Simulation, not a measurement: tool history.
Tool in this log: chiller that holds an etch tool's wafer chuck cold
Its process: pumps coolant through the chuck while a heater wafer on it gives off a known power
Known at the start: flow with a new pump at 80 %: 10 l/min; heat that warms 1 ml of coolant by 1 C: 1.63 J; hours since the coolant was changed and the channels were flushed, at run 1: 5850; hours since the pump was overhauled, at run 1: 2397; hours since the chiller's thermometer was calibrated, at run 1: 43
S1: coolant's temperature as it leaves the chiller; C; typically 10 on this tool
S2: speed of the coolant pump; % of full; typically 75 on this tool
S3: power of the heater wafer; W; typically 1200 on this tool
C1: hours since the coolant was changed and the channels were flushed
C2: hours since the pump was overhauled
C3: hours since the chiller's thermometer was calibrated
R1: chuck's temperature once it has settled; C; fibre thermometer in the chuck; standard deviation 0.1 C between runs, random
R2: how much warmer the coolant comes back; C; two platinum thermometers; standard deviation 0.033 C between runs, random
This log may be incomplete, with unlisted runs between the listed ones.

run,hour,S1,S2,S3,C1,C2,C3,R1,R2
1,0,10,75,1200,5850,2397,43,24.1,4.84
2,42.5,10,75,1200,5892,2439,86,24.1,4.88
3,70.8,10,75,1200,5920,2468,114,24.1,4.84
4,109.5,10,75,1200,5959,2506,153,24,4.86
5,158.9,10,75,1200,6009,2556,202,24.1,4.89
6,184.7,6,75,1200,6034,2582,228,20.2,4.83
7,244.8,6,75,1200,6094,2642,288,20.2,4.88
8,276.7,10,75,1200,6126,2673,320,24.1,4.89
9,335.7,10,83,1200,6185,2733,379,23.1,4.39
# hour 368.1: coolant changed, channels flushed
10,384.4,10,83,1200,16,2775,422,21.8,4.44
11,431,10,83,1200,63,2822,468,21.5,4.51
12,475.3,10,83,1200,107,2866,513,21.6,4.47
13,528.1,17,99,1061,160,2919,565,26.2,3.32
14,571.1,17,99,1061,203,2962,608,26,3.32
15,611.4,1,81,1200,243,3002,649,13.1,4.53
16,651.1,13,98,1200,283,3042,688,23.3,3.78
17,713.8,17,72,1173,346,3105,751,29.8,4.93
18,750.9,17,97,1117,383,3142,788,26.6,3.55
19,800.8,8,67,633,433,3192,838,15.2,2.93

4 options for the next run, each taken on its own from the tool as it stands now. Forecast them:
A,828.9,3,75,1200,461,3220,866,?,?
B,828.9,10,76,863,461,3220,866,?,?
C,828.9,4,75,1509,461,3220,866,?,?
D,828.9,8,87,1200,461,3220,866,?,?

run,R1,R2
A,15.7,4.91
B,19.2,3.49
C,20.1,6.15
D,19.6,4.25
Without the tool's unlogged condition, the same runs would have read:
run,R1,R2
A,15.3,4.71
B,18.9,3.35
C,19.5,5.9
D,19.2,4.08

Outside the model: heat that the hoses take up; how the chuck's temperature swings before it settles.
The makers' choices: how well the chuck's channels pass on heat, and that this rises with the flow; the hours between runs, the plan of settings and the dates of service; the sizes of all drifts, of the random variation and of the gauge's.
